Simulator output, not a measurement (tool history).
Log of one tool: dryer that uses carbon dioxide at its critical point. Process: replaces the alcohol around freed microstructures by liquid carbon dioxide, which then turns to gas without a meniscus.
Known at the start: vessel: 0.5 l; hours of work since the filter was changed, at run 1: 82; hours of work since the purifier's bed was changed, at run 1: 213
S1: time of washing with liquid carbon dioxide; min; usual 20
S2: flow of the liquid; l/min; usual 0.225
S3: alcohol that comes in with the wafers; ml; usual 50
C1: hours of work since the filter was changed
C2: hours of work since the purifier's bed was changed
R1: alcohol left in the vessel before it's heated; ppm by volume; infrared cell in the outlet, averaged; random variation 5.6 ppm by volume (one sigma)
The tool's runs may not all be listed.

| run | day | S1 | S2 | S3 | C1 | C2 | R1 |
|---|---|---|---|---|---|---|---|
| 1 | 0 | 20 | 0.225 | 50 | 82 | 213 | 274 |
| 2 | 0.442 | 20 | 0.225 | 50 | 89 | 220 | 275 |
| 3 | 0.867 | 20 | 0.225 | 52 | 96 | 227 | 296 |
| 4 | 1.338 | 20 | 0.225 | 50 | 104 | 235 | 300 |
| 5 | 1.771 | 20 | 0.225 | 50 | 111 | 242 | 297 |
| 6 | 2.133 | 20 | 0.225 | 50 | 117 | 248 | 312 |
| 7 | 2.362 | 20 | 0.225 | 50 | 121 | 251 | 317 |
| 8 | 2.679 | 20 | 0.319 | 50 | 126 | 257 | 62 |
| 9 | 2.883 | 20 | 0.319 | 50 | 129 | 260 | 67 |
| 10 | 3.204 | 24 | 0.225 | 50 | 134 | 265 | 125 |
| 11 | 3.533 | 20 | 0.295 | 50 | 140 | 271 | 82 |
| 12 | 3.775 | 20 | 0.225 | 50 | 144 | 274 | 330 |
| 13 | 4.154 | 20 | 0.225 | 50 | 150 | 281 | 343 |
| 14 | 4.567 | 20 | 0.225 | 50 | 156 | 287 | 347 |
| 15 | 4.896 | 20 | 0.225 | 50 | 162 | 293 | 370 |
| 16 | 5.15 | 12 | 0.225 | 50 | 166 | 297 | 3217 |
| 17 | 5.483 | 12 | 0.225 | 50 | 171 | 302 | 3356 |
| 18 | 5.946 | 12 | 0.225 | 29 | 179 | 310 | 2030 |
| 19 | 6.4 | 20 | 0.225 | 38 | 186 | 317 | 321 |
| 20 | 6.717 | 20 | 0.225 | 38 | 191 | 322 | 310 |
| 21 | 7.025 | 20 | 0.225 | 38 | 196 | 327 | 327 |
| 22 | 7.262 | 20 | 0.225 | 38 | 200 | 331 | 328 |
| 23 | 7.471 | 20 | 0.225 | 38 | 204 | 335 | 340 |
| 24 | 7.892 | 17 | 0.233 | 58 | 211 | 341 | 908 |
| 25 | 8.121 | 22 | 0.148 | 107 | 214 | 345 | 4094 |
| 26 | 8.35 | 20 | 0.212 | 40 | 218 | 349 | 487 |
| 27 | 8.717 | 30 | 0.286 | 40 | 224 | 355 | 53 |
| 28 | 9.158 | 26 | 0.225 | 50 | 231 | 362 | 128 |
|  | 9.321 | inlet filter changed |
| 29 | 9.55 | 13 | 0.247 | 50 | 4 | 368 | 1109 |
| 30 | 9.917 | 13 | 0.247 | 50 | 10 | 374 | 1158 |
| 31 | 10.388 | 13 | 0.247 | 50 | 17 | 381 | 1143 |
| 32 | 10.604 | 13 | 0.247 | 50 | 21 | 385 | 1169 |
| 33 | 11.071 | 20 | 0.151 | 55 | 28 | 392 | 1805 |
| 34 | 11.367 | 20 | 0.151 | 55 | 33 | 397 | 1803 |
| 35 | 11.738 | 13 | 0.161 | 90 | 39 | 403 | 10444 |
| 36 | 11.946 | 12 | 0.3 | 50 | 43 | 407 | 726 |
| 37 | 12.221 | 12 | 0.181 | 50 | 47 | 411 | 5218 |
| 38 | 12.588 | 17 | 0.319 | 100 | 53 | 417 | 171 |
| 39 | 12.938 | 17 | 0.319 | 100 | 59 | 423 | 177 |
| 40 | 13.254 | 23 | 0.214 | 50 | 64 | 428 | 194 |
| 41 | 13.567 | 23 | 0.214 | 50 | 69 | 433 | 203 |
| 42 | 13.908 | 26 | 0.323 | 94 | 75 | 439 | 47 |
| 43 | 14.238 | 12 | 0.225 | 54 | 80 | 444 | 2944 |
| 44 | 14.621 | 12 | 0.225 | 54 | 86 | 450 | 2965 |
| 45 | 15 | 22 | 0.225 | 50 | 92 | 456 | 198 |
| 46 | 15.262 | 19 | 0.147 | 78 | 97 | 461 | 4038 |

Forecast each of these 3 alternatives for the next run:
| A | 15.479 | 19 | 0.292 | 73 | 100 | 464 | ? |
| B | 15.479 | 19 | 0.147 | 22 | 100 | 464 | ? |
| C | 15.479 | 21 | 0.171 | 57 | 100 | 464 | ? |

| run | R1 |
|---|---|
| A | 163 |
| B | 1206 |
| C | 1080 |
Without the tool's hidden state the same runs would have given:
| run | R1 |
|---|---|
| A | 63 |
| B | 894 |
| C | 741 |
